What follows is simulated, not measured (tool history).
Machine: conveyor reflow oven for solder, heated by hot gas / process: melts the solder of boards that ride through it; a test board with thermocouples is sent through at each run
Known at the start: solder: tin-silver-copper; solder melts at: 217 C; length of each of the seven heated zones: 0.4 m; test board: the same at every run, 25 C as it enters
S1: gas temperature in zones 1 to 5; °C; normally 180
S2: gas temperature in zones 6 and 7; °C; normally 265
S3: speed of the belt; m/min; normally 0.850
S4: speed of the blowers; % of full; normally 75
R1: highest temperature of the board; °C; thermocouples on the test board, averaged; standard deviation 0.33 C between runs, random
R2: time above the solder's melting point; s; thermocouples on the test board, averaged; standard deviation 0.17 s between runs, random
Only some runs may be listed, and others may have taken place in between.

Run 1, day 0.000: usual settings. Result: R1 247.2 °C, R2 40.5 s.
Run 2, day 0.312: usual settings. Result: R1 248.1 °C, R2 40.8 s.
Run 3, day 0.633: usual settings but S4 80 % of full. Result: R1 248.8 °C, R2 41.9 s.
Run 4, day 1.075: usual settings but S4 80 % of full. Result: R1 249.2 °C, R2 41.8 s.
Run 5, day 1.442: usual settings but S4 80 % of full. Result: R1 248.3 °C, R2 41.5 s.
Run 6, day 1.675: usual settings but S4 80 % of full. Result: R1 249.1 °C, R2 41.8 s.
Run 7, day 2.096: usual settings but S4 80 % of full. Result: R1 248.5 °C, R2 41.8 s.
Run 8, day 2.396: usual settings. Result: R1 247.2 °C, R2 40.9 s.
Run 9, day 2.700: usual settings. Result: R1 247.5 °C, R2 40.9 s.
Run 10, day 3.058: usual settings. Result: R1 247.7 °C, R2 40.6 s.
Run 11, day 3.346: usual settings but S1 183 °C. Result: R1 248.0 °C, R2 41.6 s.
Run 12, day 3.783: usual settings but S2 276 °C, S3 0.871 m/min. Result: R1 255.7 °C, R2 43.7 s.
Run 13, day 4.129: usual settings but S2 276 °C, S3 0.871 m/min. Result: R1 255.4 °C, R2 44.0 s.
Run 14, day 4.371: usual settings but S1 178 °C, S3 0.916 m/min. Result: R1 245.1 °C, R2 34.8 s.
At day 4.579: belt drive overhauled, speed set with a stopwatch.
At day 5.050: flux residue cleaned out of gas plates and filters.
Run 15, day 5.179: usual settings but S1 173 °C, S3 0.916 m/min. Result: R1 244.2 °C, R2 34.1 s.
Run 16, day 5.425: usual settings but S1 173 °C, S3 0.916 m/min. Result: R1 244.6 °C, R2 33.8 s.
Run 17, day 5.671: usual settings but S1 173 °C, S3 0.916 m/min. Result: R1 244.8 °C, R2 33.6 s.
Run 18, day 5.938: usual settings but S1 188 °C, S2 271 °C. Result: R1 254.8 °C, R2 47.1 s.
Run 19, day 6.367: usual settings but S1 188 °C, S2 271 °C. Result: R1 254.9 °C, R2 47.4 s.
Run 20, day 6.846: usual settings but S2 270 °C, S4 58 % of full. Result: R1 246.9 °C, R2 39.1 s.
Run 21, day 7.062: usual settings but S1 165 °C, S2 262 °C, S3 0.765 m/min, S4 51 % of full. Result: R1 237.7 °C, R2 32.0 s.

Below are 5 alternative next runs, each starting from the tool's condition after run 21. Predict each:
At day 7.400: belt drive overhauled, speed set with a stopwatch, once more.
Run A, day 7.600: usual settings but S1 192 °C, S2 262 °C, S3 0.681 m/min, S4 57 % of full. Result: R1 ?, R2 ?.
At day 7.400: belt drive overhauled, speed set with a stopwatch, once more.
Run B, day 7.600: usual settings but S1 165 °C, S2 271 °C, S3 0.765 m/min, S4 71 % of full. Result: R1 ?, R2 ?.
At day 7.400: belt drive overhauled, speed set with a stopwatch, once more.
Run C, day 7.600: usual settings but S1 191 °C, S2 268 °C, S4 89 % of full. Result: R1 ?, R2 ?.
At day 7.400: belt drive overhauled, speed set with a stopwatch, once more.
Run D, day 7.600: usual settings but S1 186 °C, S2 262 °C, S3 0.861 m/min, S4 63 % of full. Result: R1 ?, R2 ?.
At day 7.400: belt drive overhauled, speed set with a stopwatch, once more.
Run E, day 7.600: usual settings but S2 260 °C, S3 0.848 m/min. Result: R1 ?, R2 ?.

run     R1    R2
  A  249.1  57.8
  B  252.6  44.3
  C  256.0  49.1
  D  243.3  38.3
  E  244.0  38.4
Had the tool no hidden state, the same runs would have come out as:
run     R1    R2
  A  250.0  58.4
  B  253.5  45.0
  C  256.9  49.5
  D  244.1  39.0
  E  244.9  39.1
